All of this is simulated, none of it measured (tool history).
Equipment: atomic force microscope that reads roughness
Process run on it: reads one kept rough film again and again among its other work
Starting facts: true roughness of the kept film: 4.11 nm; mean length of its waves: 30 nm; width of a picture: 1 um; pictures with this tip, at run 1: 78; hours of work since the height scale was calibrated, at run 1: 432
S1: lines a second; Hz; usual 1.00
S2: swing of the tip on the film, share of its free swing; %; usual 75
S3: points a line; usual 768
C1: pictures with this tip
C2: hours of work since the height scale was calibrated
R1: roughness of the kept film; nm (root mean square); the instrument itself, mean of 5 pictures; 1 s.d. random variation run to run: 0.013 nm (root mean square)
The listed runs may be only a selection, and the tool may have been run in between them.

Run 1, hour 0.0: usual settings; C1 78; C2 432. Result: R1 2.622 nm (root mean square).
Run 2, hour 11.8: usual settings; C1 100; C2 439. Result: R1 2.473 nm (root mean square).
Run 3, hour 19.9: usual settings but S1 1.08 Hz; C1 116; C2 444. Result: R1 2.395 nm (root mean square).
At hour 28.1: new tip fitted.
Run 4, hour 28.3: usual settings; C1 1; C2 449. Result: R1 3.174 nm (root mean square).
Run 5, hour 37.2: usual settings; C1 17; C2 454. Result: R1 3.038 nm (root mean square).
Run 6, hour 45.1: usual settings; C1 32; C2 459. Result: R1 2.876 nm (root mean square).
Run 7, hour 58.0: usual settings; C1 57; C2 466. Result: R1 2.687 nm (root mean square).
Run 8, hour 76.1: usual settings; C1 91; C2 477. Result: R1 2.473 nm (root mean square).
Run 9, hour 84.9: usual settings; C1 108; C2 483. Result: R1 2.369 nm (root mean square).
At hour 97.6: new tip fitted.
Run 10, hour 100.8: usual settings; C1 6; C2 492. Result: R1 3.088 nm (root mean square).
Run 11, hour 110.4: usual settings but S2 89 %; C1 24; C2 497. Result: R1 2.780 nm (root mean square).
Run 12, hour 126.2: usual settings but S2 81 %; C1 54; C2 507. Result: R1 2.652 nm (root mean square).
Run 13, hour 143.5: usual settings but S2 58 %, S3 346; C1 87; C2 517. Result: R1 2.623 nm (root mean square).
Run 14, hour 156.1: usual settings but S1 3.38 Hz, S3 271; C1 111; C2 525. Result: R1 1.959 nm (root mean square).
At hour 166.2: new tip fitted.
Run 15, hour 171.2: usual settings but S1 3.48 Hz, S2 79 %, S3 371; C1 10; C2 534. Result: R1 2.464 nm (root mean square).
Run 16, hour 188.2: usual settings but S1 1.04 Hz, S2 81 %, S3 793; C1 42; C2 544. Result: R1 2.733 nm (root mean square).
Run 17, hour 205.8: usual settings but S1 1.04 Hz, S2 81 %, S3 793; C1 75; C2 554. Result: R1 2.484 nm (root mean square).
Run 18, hour 221.9: usual settings but S2 79 %; C1 106; C2 564. Result: R1 2.355 nm (root mean square).
At hour 236.0: new tip fitted.
Run 19, hour 240.4: usual settings but S2 79 %; C1 9; C2 575. Result: R1 3.031 nm (root mean square).
Run 20, hour 251.1: usual settings but S1 3.86 Hz, S2 79 %, S3 279; C1 29; C2 581. Result: R1 2.245 nm (root mean square).
Run 21, hour 265.4: usual settings but S1 3.86 Hz, S2 79 %, S3 279; C1 56; C2 590. Result: R1 2.083 nm (root mean square).
Run 22, hour 282.0: usual settings but S1 3.86 Hz, S2 79 %, S3 279; C1 87; C2 599. Result: R1 1.907 nm (root mean square).
Run 23, hour 294.0: usual settings but S1 0.94 Hz, S2 73 %, S3 526; C1 110; C2 607. Result: R1 2.349 nm (root mean square).
Run 24, hour 302.1: usual settings but S1 0.94 Hz, S2 73 %, S3 526; C1 126; C2 611. Result: R1 2.300 nm (root mean square).

4 options for the next run, each taken on its own from the tool as it stands now. Forecast them:
At hour 305.8: new tip fitted.
Run A, hour 319.5: usual settings but S2 55 %; C1 26; C2 622. Result: R1 ?.
At hour 305.8: new tip fitted.
Run B, hour 319.5: usual settings but S1 0.69 Hz, S2 73 %, S3 526; C1 26; C2 622. Result: R1 ?.
At hour 305.8: new tip fitted.
Run C, hour 319.5: usual settings but S1 1.99 Hz, S2 60 %, S3 657; C1 26; C2 622. Result: R1 ?.
At hour 305.8: new tip fitted.
Run D, hour 319.5: usual settings but S3 886; C1 26; C2 622. Result: R1 ?.

run     R1
  A  3.097
  B  3.023
  C  2.997
  D  2.950
Had the tool no hidden state, the same runs would have come out as:
run     R1
  A  3.372
  B  3.291
  C  3.263
  D  3.212
